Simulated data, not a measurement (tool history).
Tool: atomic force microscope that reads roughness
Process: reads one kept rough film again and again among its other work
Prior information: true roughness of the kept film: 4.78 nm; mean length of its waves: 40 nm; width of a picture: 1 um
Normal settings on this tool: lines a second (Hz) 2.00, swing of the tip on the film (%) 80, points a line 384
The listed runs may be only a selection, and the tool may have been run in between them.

run,hour,lines a second (Hz),swing of the tip on the film (%),points a line,roughness of the kept film (nm (root mean square))
1,0.0,2.00,80,384,3.347
2,5.1,2.00,80,384,3.312
3,14.9,2.00,80,263,3.284
4,25.4,2.00,80,420,3.914
5,34.6,2.00,80,579,3.882
6,45.5,2.00,68,384,3.949
7,50.3,2.00,68,384,3.917
8,60.6,2.00,80,384,3.729
9,69.7,2.00,80,384,3.694
10,79.9,2.00,80,384,3.663
11,87.0,2.00,80,384,3.632
12,92.5,2.00,80,384,3.631
13,101.7,1.58,80,384,3.648
14,109.8,2.00,80,384,3.552
15,120.5,2.00,80,384,3.529
16,127.4,2.00,74,384,3.541
17,134.4,2.00,63,384,3.627
18,142.2,2.00,63,384,3.599
19,151.1,2.00,80,384,3.401
20,159.3,2.00,80,384,3.378
21,164.6,2.00,82,384,3.306
22,174.7,2.00,82,384,3.277
23,181.5,2.00,82,384,3.282
24,188.1,2.00,82,384,3.247
25,196.9,2.00,67,384,3.377
26,201.5,2.00,80,486,3.247
27,211.6,3.61,80,814,3.671
28,221.9,3.97,80,334,3.550
29,228.0,2.60,81,293,3.670
30,238.7,2.87,78,293,3.675
31,246.2,2.87,78,293,3.626
32,255.3,2.87,78,293,3.597
33,260.6,0.73,61,384,3.939
34,266.4,0.55,80,384,3.862
35,271.0,0.55,79,384,3.852
36,279.9,0.68,70,995,3.835
37,287.3,0.53,72,831,3.811
38,292.7,0.53,72,831,3.782
39,301.7,1.91,79,870,3.557
40,311.1,2.00,80,704,3.476
41,317.4,2.00,81,384,3.427
42,325.5,2.00,81,744,3.401
43,330.3,0.51,81,555,3.634
44,336.2,2.51,62,754,3.547
45,344.6,1.05,80,383,3.516
46,354.6,1.78,56,281,3.533
47,365.0,1.78,56,281,3.515
48,374.8,2.00,61,384,3.456
49,380.8,0.68,84,816,3.429
50,390.7,0.68,84,816,4.071
51,396.7,0.86,65,705,4.153
52,407.0,0.86,65,933,4.080

The log once held 3 entries between its listed runs, left out of this copy. Where does each go, and what is different about the tool's unlogged condition between the listed run before it and the listed run after it?
Logged between run 3 and run 4: new tip fitted (hour 22.8)
  radius of the tip, nm: 28.2 -> 10.8
  measured minus no-state result, roughness of the kept film (nm (root mean square)): -0.631 -> -0.035
Logged between run 26 and run 27: new tip fitted (hour 205.0)
  radius of the tip, nm: 29.9 -> 10.9; height scale over the true one, %: -0.16 -> -0.17
  measured minus no-state result, roughness of the kept film (nm (root mean square)): -0.690 -> -0.042
Logged between run 49 and run 50: new tip fitted (hour 386.9)
  radius of the tip, nm: 29.4 -> 10.9; height scale over the true one, %: -0.24 -> -0.25
  measured minus no-state result, roughness of the kept film (nm (root mean square)): -0.711 -> -0.049
